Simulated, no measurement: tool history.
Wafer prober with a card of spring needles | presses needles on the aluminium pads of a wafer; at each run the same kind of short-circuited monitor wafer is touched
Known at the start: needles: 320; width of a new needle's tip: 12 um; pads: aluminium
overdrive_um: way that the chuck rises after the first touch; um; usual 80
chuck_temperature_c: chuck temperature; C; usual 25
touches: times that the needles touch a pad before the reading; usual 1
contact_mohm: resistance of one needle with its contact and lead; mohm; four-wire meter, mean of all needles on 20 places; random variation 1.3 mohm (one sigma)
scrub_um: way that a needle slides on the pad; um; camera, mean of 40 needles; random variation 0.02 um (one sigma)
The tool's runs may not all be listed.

run 1 hour=0 | overdrive_um=80 chuck_temperature_c=25 touches=1 | contact_mohm=141 scrub_um=19.08
-- hour=0.9 tips cleaned on abrasive film
run 2 hour=7 | overdrive_um=80 chuck_temperature_c=25 touches=1 | contact_mohm=128 scrub_um=19.06
-- hour=13 tips cleaned on abrasive film
run 3 hour=18 | overdrive_um=80 chuck_temperature_c=25 touches=2 | contact_mohm=116 scrub_um=19.06
-- hour=24.7 tips cleaned on abrasive film
run 4 hour=24.7 | overdrive_um=73 chuck_temperature_c=25 touches=2 | contact_mohm=108 scrub_um=17.38
-- hour=36.9 tips cleaned on abrasive film
run 5 hour=38.6 | overdrive_um=73 chuck_temperature_c=25 touches=2 | contact_mohm=111 scrub_um=17.3
-- hour=49.1 tips cleaned on abrasive film
run 6 hour=53.2 | overdrive_um=80 chuck_temperature_c=25 touches=2 | contact_mohm=116 scrub_um=19
-- hour=54.6 height of the first contact set anew
-- hour=61.2 tips cleaned on abrasive film
run 7 hour=62.5 | overdrive_um=80 chuck_temperature_c=25 touches=1 | contact_mohm=112 scrub_um=18.95
run 8 hour=71.3 | overdrive_um=80 chuck_temperature_c=25 touches=1 | contact_mohm=135 scrub_um=18.95
-- hour=73.3 tips cleaned on abrasive film
run 9 hour=81 | overdrive_um=82 chuck_temperature_c=25 touches=1 | contact_mohm=130 scrub_um=19.38
-- hour=85.6 tips cleaned on abrasive film
run 10 hour=95.1 | overdrive_um=82 chuck_temperature_c=25 touches=1 | contact_mohm=132 scrub_um=19.42
-- hour=97.6 tips cleaned on abrasive film
-- hour=99.2 height of the first contact set anew, once more
run 11 hour=109.2 | overdrive_um=82 chuck_temperature_c=25 touches=1 | contact_mohm=135 scrub_um=19.68
-- hour=110.3 tips cleaned on abrasive film
run 12 hour=117.8 | overdrive_um=82 chuck_temperature_c=25 touches=1 | contact_mohm=128 scrub_um=19.68
-- hour=121.9 tips cleaned on abrasive film
run 13 hour=127.8 | overdrive_um=80 chuck_temperature_c=25 touches=1 | contact_mohm=126 scrub_um=19.22
-- hour=133.8 tips cleaned on abrasive film
run 14 hour=141.3 | overdrive_um=80 chuck_temperature_c=25 touches=1 | contact_mohm=132 scrub_um=19.19
-- hour=145.5 tips cleaned on abrasive film
run 15 hour=147.6 | overdrive_um=80 chuck_temperature_c=25 touches=1 | contact_mohm=118 scrub_um=19.17
-- hour=157.9 tips cleaned on abrasive film
run 16 hour=161.7 | overdrive_um=80 chuck_temperature_c=25 touches=1 | contact_mohm=120 scrub_um=19.16
-- hour=169.6 tips cleaned on abrasive film
run 17 hour=170 | overdrive_um=80 chuck_temperature_c=25 touches=1 | contact_mohm=107 scrub_um=19.17
run 18 hour=176.9 | overdrive_um=80 chuck_temperature_c=25 touches=3 | contact_mohm=113 scrub_um=19.14
-- hour=182.3 tips cleaned on abrasive film
run 19 hour=192 | overdrive_um=80 chuck_temperature_c=69 touches=1 | contact_mohm=143 scrub_um=19.15
-- hour=194.8 tips cleaned on abrasive film
run 20 hour=200.4 | overdrive_um=80 chuck_temperature_c=29 touches=1 | contact_mohm=124 scrub_um=19.11
-- hour=207.4 tips cleaned on abrasive film
run 21 hour=213.6 | overdrive_um=61 chuck_temperature_c=25 touches=1 | contact_mohm=135 scrub_um=14.53
-- hour=219.5 tips cleaned on abrasive film
run 22 hour=227 | overdrive_um=80 chuck_temperature_c=27 touches=2 | contact_mohm=120 scrub_um=19.08
-- hour=232.1 tips cleaned on abrasive film
run 23 hour=238.8 | overdrive_um=74 chuck_temperature_c=38 touches=3 | contact_mohm=116 scrub_um=17.61
-- hour=244.1 tips cleaned on abrasive film
run 24 hour=245.7 | overdrive_um=90 chuck_temperature_c=109 touches=2 | contact_mohm=121 scrub_um=21.42
run 25 hour=254.8 | overdrive_um=80 chuck_temperature_c=25 touches=1 | contact_mohm=134 scrub_um=19.05
-- hour=255.8 tips cleaned on abrasive film
-- hour=268 tips cleaned on abrasive film
run 26 hour=269.1 | overdrive_um=80 chuck_temperature_c=25 touches=1 | contact_mohm=111 scrub_um=18.98
run 27 hour=276.4 | overdrive_um=80 chuck_temperature_c=61 touches=1 | contact_mohm=138 scrub_um=19.02
-- hour=280.1 tips cleaned on abrasive film
run 28 hour=284.5 | overdrive_um=80 chuck_temperature_c=25 touches=2 | contact_mohm=115 scrub_um=19.01
-- hour=292 tips cleaned on abrasive film
run 29 hour=293 | overdrive_um=80 chuck_temperature_c=25 touches=2 | contact_mohm=107 scrub_um=18.98
-- hour=297.4 height of the first contact set anew
run 30 hour=301.5 | overdrive_um=80 chuck_temperature_c=25 touches=2 | contact_mohm=124 scrub_um=19.25
-- hour=304.4 tips cleaned on abrasive film
run 31 hour=312.4 | overdrive_um=64 chuck_temperature_c=27 touches=1 | contact_mohm=137 scrub_um=15.38
-- hour=316.7 tips cleaned on abrasive film
run 32 hour=324.7 | overdrive_um=64 chuck_temperature_c=33 touches=2 | contact_mohm=124 scrub_um=15.38
-- hour=328.5 tips cleaned on abrasive film
run 33 hour=331.8 | overdrive_um=64 chuck_temperature_c=116 touches=2 | contact_mohm=128 scrub_um=15.34
-- hour=340.5 tips cleaned on abrasive film
run 34 hour=347 | overdrive_um=65 chuck_temperature_c=116 touches=1 | contact_mohm=144 scrub_um=15.57

3 ways to go on from here, each from the tool as it stands after run 34. What would each give?
-- hour=352.8 tips cleaned on abrasive film
run A hour=359.2 | overdrive_um=80 chuck_temperature_c=48 touches=2 | contact_mohm=? scrub_um=?
-- hour=352.8 tips cleaned on abrasive film
run B hour=359.2 | overdrive_um=95 chuck_temperature_c=25 touches=1 | contact_mohm=? scrub_um=?
-- hour=352.8 tips cleaned on abrasive film
run C hour=359.2 | overdrive_um=98 chuck_temperature_c=100 touches=1 | contact_mohm=? scrub_um=?

run=A contact_mohm=120 scrub_um=19.13
run=B contact_mohm=125 scrub_um=22.76
run=C contact_mohm=136 scrub_um=23.46
Without the tool's hidden state the same runs would have given:
run=A contact_mohm=107 scrub_um=19.2
run=B contact_mohm=105 scrub_um=22.83
run=C contact_mohm=116 scrub_um=23.54
